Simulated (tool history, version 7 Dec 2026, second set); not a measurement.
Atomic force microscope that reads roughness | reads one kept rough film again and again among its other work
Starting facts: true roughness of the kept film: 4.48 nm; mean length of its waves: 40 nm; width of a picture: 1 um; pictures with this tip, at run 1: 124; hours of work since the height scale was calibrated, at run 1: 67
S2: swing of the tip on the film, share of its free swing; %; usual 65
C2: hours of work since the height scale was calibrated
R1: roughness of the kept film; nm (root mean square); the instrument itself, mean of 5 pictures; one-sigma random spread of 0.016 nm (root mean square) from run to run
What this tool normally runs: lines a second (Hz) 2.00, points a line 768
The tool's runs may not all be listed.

run 1 hour=0.0 | lines_a_second_(Hz)=2.00 S2=65 points_a_line=768 | pictures_with_this_tip=124 C2=67 | R1=3.186
run 2 hour=13.7 | lines_a_second_(Hz)=2.00 S2=65 points_a_line=768 | pictures_with_this_tip=155 C2=77 | R1=3.047
-- hour=15.6 new tip fitted
run 3 hour=27.4 | lines_a_second_(Hz)=2.00 S2=65 points_a_line=768 | pictures_with_this_tip=27 C2=86 | R1=3.633
run 4 hour=37.0 | lines_a_second_(Hz)=2.00 S2=65 points_a_line=768 | pictures_with_this_tip=49 C2=92 | R1=3.520
run 5 hour=50.5 | lines_a_second_(Hz)=2.00 S2=65 points_a_line=768 | pictures_with_this_tip=80 C2=102 | R1=3.352
run 6 hour=69.9 | lines_a_second_(Hz)=2.00 S2=65 points_a_line=768 | pictures_with_this_tip=125 C2=115 | R1=3.093
-- hour=85.2 new tip fitted
run 7 hour=88.7 | lines_a_second_(Hz)=2.00 S2=65 points_a_line=768 | pictures_with_this_tip=8 C2=128 | R1=3.773
run 8 hour=105.2 | lines_a_second_(Hz)=2.00 S2=65 points_a_line=529 | pictures_with_this_tip=46 C2=139 | R1=3.527
run 9 hour=123.2 | lines_a_second_(Hz)=2.00 S2=65 points_a_line=768 | pictures_with_this_tip=88 C2=152 | R1=3.328
run 10 hour=134.3 | lines_a_second_(Hz)=2.00 S2=65 points_a_line=768 | pictures_with_this_tip=113 C2=159 | R1=3.191
run 11 hour=145.1 | lines_a_second_(Hz)=2.00 S2=65 points_a_line=744 | pictures_with_this_tip=138 C2=167 | R1=3.067
-- hour=155.5 new tip fitted
run 12 hour=161.4 | lines_a_second_(Hz)=2.00 S2=65 points_a_line=744 | pictures_with_this_tip=14 C2=178 | R1=3.742
-- hour=163.8 height scale calibrated on a step standard
run 13 hour=173.6 | lines_a_second_(Hz)=2.00 S2=65 points_a_line=744 | pictures_with_this_tip=40 C2=7 | R1=3.546
run 14 hour=188.0 | lines_a_second_(Hz)=3.41 S2=86 points_a_line=768 | pictures_with_this_tip=73 C2=17 | R1=2.553
run 15 hour=207.1 | lines_a_second_(Hz)=3.41 S2=86 points_a_line=768 | pictures_with_this_tip=117 C2=30 | R1=2.388
-- hour=211.6 height scale calibrated on a step standard, once more
run 16 hour=222.8 | lines_a_second_(Hz)=3.06 S2=68 points_a_line=768 | pictures_with_this_tip=151 C2=8 | R1=2.827
-- hour=226.2 new tip fitted
run 17 hour=238.2 | lines_a_second_(Hz)=2.53 S2=57 points_a_line=929 | pictures_with_this_tip=27 C2=18 | R1=3.753
run 18 hour=247.9 | lines_a_second_(Hz)=0.52 S2=57 points_a_line=929 | pictures_with_this_tip=50 C2=25 | R1=3.759

Run 19 has not been measured yet. What should we expect?
run 19 hour=265.6 | lines_a_second_(Hz)=2.00 S2=65 points_a_line=735 | pictures_with_this_tip=90 C2=37 | R1=?

R1: 3.302 nm (root mean square)
With no hidden state in the tool, this same run would have given R1 3.820 nm (root mean square).

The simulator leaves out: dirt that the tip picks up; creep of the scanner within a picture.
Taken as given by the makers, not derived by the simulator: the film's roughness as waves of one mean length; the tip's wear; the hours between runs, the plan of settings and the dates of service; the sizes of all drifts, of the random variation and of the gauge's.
